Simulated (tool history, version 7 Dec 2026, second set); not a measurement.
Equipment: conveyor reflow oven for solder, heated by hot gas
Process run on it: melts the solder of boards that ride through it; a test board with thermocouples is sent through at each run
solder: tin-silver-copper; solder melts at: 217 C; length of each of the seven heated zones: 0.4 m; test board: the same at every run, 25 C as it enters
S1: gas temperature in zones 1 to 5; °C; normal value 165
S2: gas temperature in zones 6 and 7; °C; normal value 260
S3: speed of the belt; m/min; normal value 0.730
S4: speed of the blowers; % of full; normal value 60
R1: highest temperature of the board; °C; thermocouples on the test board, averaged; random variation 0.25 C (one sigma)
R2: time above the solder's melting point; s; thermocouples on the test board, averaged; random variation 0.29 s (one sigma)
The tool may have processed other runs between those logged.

| run | hour | S1 | S2 | S3 | S4 | R1 | R2 |
|---|---|---|---|---|---|---|---|
| 1 | 0.0 | 165 | 260 | 0.730 | 60 | 238.2 | 34.2 |
| 2 | 72.5 | 165 | 260 | 0.730 | 60 | 238.6 | 34.2 |
| 3 | 126.7 | 165 | 260 | 0.730 | 60 | 237.8 | 34.2 |
| 4 | 203.0 | 165 | 260 | 0.730 | 60 | 238.0 | 34.3 |
|  | 214.5 | belt drive overhauled, speed set with a stopwatch |
| 5 | 253.8 | 165 | 260 | 0.756 | 60 | 236.6 | 31.2 |
| 6 | 334.3 | 165 | 260 | 0.730 | 60 | 237.7 | 34.0 |
| 7 | 387.5 | 165 | 260 | 0.730 | 60 | 237.7 | 33.5 |
| 8 | 455.1 | 165 | 260 | 0.730 | 63 | 238.4 | 35.2 |
| 9 | 491.8 | 159 | 269 | 0.662 | 59 | 246.7 | 45.3 |
| 10 | 532.3 | 159 | 269 | 0.662 | 59 | 246.8 | 45.5 |
| 11 | 579.9 | 159 | 269 | 0.612 | 82 | 255.2 | 58.0 |
|  | 589.9 | belt drive overhauled, speed set with a stopwatch, once more |
| 12 | 646.3 | 175 | 260 | 0.730 | 60 | 238.4 | 37.4 |
| 13 | 713.3 | 175 | 260 | 0.730 | 60 | 238.6 | 37.3 |

What if the next run were any one of these 3? Each begins from the tool's condition after run 13:
| A | 767.5 | 175 | 260 | 0.674 | 74 | ? | ? |
| B | 767.5 | 175 | 269 | 0.730 | 57 | ? | ? |
| C | 767.5 | 152 | 274 | 0.730 | 59 | ? | ? |

| run | R1 | R2 |
|---|---|---|
| A | 244.2 | 47.5 |
| B | 244.5 | 41.7 |
| C | 244.1 | 35.6 |
The same runs, with their run-to-run variation unchanged, on a tool lacking any hidden condition would have given:
| run | R1 | R2 |
|---|---|---|
| A | 247.7 | 50.9 |
| B | 248.2 | 45.1 |
| C | 248.4 | 39.4 |

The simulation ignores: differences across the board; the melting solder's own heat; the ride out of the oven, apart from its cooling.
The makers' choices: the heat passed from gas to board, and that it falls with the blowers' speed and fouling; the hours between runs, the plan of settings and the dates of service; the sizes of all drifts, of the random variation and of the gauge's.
